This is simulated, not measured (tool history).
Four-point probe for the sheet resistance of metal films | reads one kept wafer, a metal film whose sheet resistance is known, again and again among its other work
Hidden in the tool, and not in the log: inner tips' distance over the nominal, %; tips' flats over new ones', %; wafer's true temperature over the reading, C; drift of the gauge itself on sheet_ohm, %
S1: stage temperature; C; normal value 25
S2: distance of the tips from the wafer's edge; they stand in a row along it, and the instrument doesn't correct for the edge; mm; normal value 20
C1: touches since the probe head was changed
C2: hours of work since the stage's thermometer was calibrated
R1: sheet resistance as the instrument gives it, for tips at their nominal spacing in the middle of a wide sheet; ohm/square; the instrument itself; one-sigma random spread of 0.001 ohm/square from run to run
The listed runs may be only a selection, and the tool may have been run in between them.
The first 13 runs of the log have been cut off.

{"run": 14, "day": 14.3, "S1": 25, "S2": 20, "C1": 89364, "C2": 765, "R1": 5.194738}
{"run": 15, "day": 15.875, "S1": 25, "S2": 20, "C1": 90909, "C2": 785, "R1": 5.193212}
{"run": 16, "day": 16.521, "S1": 25, "S2": 20, "C1": 91542, "C2": 793, "R1": 5.195197}
{"run": 17, "day": 17.383, "S1": 29, "S2": 69, "C1": 92391, "C2": 804, "R1": 5.18423}
{"run": 18, "day": 18.383, "S1": 26, "S2": 17, "C1": 93369, "C2": 816, "R1": 5.196954}
{"run": 19, "day": 19.488, "S1": 27, "S2": 4, "C1": 94453, "C2": 830, "R1": 5.44849}
{"run": 20, "day": 20.562, "S1": 24, "S2": 32, "C1": 95510, "C2": 844, "R1": 5.18673}
{"run": 21, "day": 21.954, "S1": 34, "S2": 62, "C1": 96875, "C2": 861, "R1": 5.189905}
{"run": 22, "day": 22.625, "S1": 23, "S2": 3, "C1": 97531, "C2": 869, "R1": 5.632414}
{"run": 23, "day": 23.525, "S1": 35, "S2": 20, "C1": 98415, "C2": 881, "R1": 5.199169}
{"run": 24, "day": 24.825, "S1": 21, "S2": 16, "C1": 99690, "C2": 897, "R1": 5.192602}
{"run": 25, "day": 25.833, "S1": 21, "S2": 16, "C1": 100679, "C2": 909, "R1": 5.193038}
{"run": 26, "day": 26.488, "S1": 35, "S2": 18, "C1": 101320, "C2": 917, "R1": 5.202646}
{"run": 27, "day": 27.308, "S1": 35, "S2": 70, "C1": 102128, "C2": 928, "R1": 5.187851}
{"run": 28, "day": 28.096, "S1": 32, "S2": 4, "C1": 102899, "C2": 938, "R1": 5.450775}
{"run": 29, "day": 28.996, "S1": 28, "S2": 57, "C1": 103782, "C2": 949, "R1": 5.184271}
{"run": 30, "day": 29.729, "S1": 28, "S2": 57, "C1": 104502, "C2": 958, "R1": 5.181965}
{"run": 31, "day": 30.758, "S1": 18, "S2": 21, "C1": 105513, "C2": 971, "R1": 5.182673}

4 ways to go on from here, each from the tool as it stands after run 31. What would each give?
{"run": "A", "day": 31.454, "S1": 21, "S2": 21, "C1": 106193, "C2": 980, "R1": "?"}
{"run": "B", "day": 31.454, "S1": 25, "S2": 6, "C1": 106193, "C2": 980, "R1": "?"}
{"run": "C", "day": 31.454, "S1": 26, "S2": 5, "C1": 106193, "C2": 980, "R1": "?"}
{"run": "D", "day": 31.454, "S1": 18, "S2": 20, "C1": 106193, "C2": 980, "R1": "?"}

run=A R1=5.184885
run=B R1=5.297956
run=C R1=5.354108
run=D R1=5.18234
Had the tool no hidden state, the same runs would have come out as:
run=A R1=5.218405
run=B R1=5.332196
run=C R1=5.388694
run=D R1=5.215802

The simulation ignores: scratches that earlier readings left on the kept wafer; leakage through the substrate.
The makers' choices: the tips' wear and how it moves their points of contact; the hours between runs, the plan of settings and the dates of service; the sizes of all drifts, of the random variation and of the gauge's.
